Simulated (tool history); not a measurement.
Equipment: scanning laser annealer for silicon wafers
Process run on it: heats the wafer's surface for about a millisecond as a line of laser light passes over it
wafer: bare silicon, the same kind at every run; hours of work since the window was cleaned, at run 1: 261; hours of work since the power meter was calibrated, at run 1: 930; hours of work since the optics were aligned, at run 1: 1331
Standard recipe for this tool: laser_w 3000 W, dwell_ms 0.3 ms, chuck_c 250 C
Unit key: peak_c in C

run	day	laser_w	dwell_ms	chuck_c	hours of work since the window was cleaned	hours of work since the power meter was calibrated	hours of work since the optics were aligned	peak_c
1	0	3000	0.3	250	261	930	1331	967
2	1.004	3000	0.3	250	280	948	1350	966
# day 2.633: window over the wafer cleaned
3	3.15	3000	0.3	250	10	986	1387	982
4	4.317	3000	0.3	250	31	1008	1409	980
5	5.175	3000	0.3	250	47	1023	1425	980
6	7.129	3000	0.3	245	83	1059	1461	969
7	8.854	3000	0.3	277	115	1091	1492	1005
8	9.896	2867	0.3	250	134	1110	1512	936
9	11.771	3000	0.3	250	168	1145	1546	971
10	12.767	3000	0.3	250	187	1163	1564	972
11	14.742	2764	0.3	250	223	1199	1601	909
12	16.854	3000	0.336	250	262	1238	1640	1004
13	18.792	3000	0.3	250	297	1274	1675	962
# day 19.421: window over the wafer cleaned
14	20.642	3000	0.3	238	22	1306	1708	965
15	22.592	3000	0.3	250	58	1342	1744	976
16	23.633	3000	0.3	250	77	1361	1763	974
17	24.746	3000	0.3	250	98	1382	1783	974
# day 24.958: laser's power meter calibrated
18	26.162	3000	0.3	250	122	22	1807	965
# day 26.5: optics aligned, line set to its width
19	27.896	3132	0.3	237	150	50	26	995
20	29.317	3283	0.216	237	176	76	52	914
21	30.567	3283	0.216	237	199	99	75	906
# day 31.729: laser's power meter calibrated, once more
22	32.275	2800	0.294	285	228	10	104	956
23	33.625	2958	0.379	250	253	35	129	1052
24	35.642	3259	0.254	244	290	72	166	973
# day 36.683: window over the wafer cleaned
25	37.346	3259	0.226	273	12	102	196	977
26	38.433	2867	0.226	281	32	122	216	895

What will run 27 give?
27	39.4	2685	0.237	229	50	140	234	?

{"run 27": {"peak_c": 813}}
Minus the tool's unlogged condition, the same run would have read peak_c 820 C.

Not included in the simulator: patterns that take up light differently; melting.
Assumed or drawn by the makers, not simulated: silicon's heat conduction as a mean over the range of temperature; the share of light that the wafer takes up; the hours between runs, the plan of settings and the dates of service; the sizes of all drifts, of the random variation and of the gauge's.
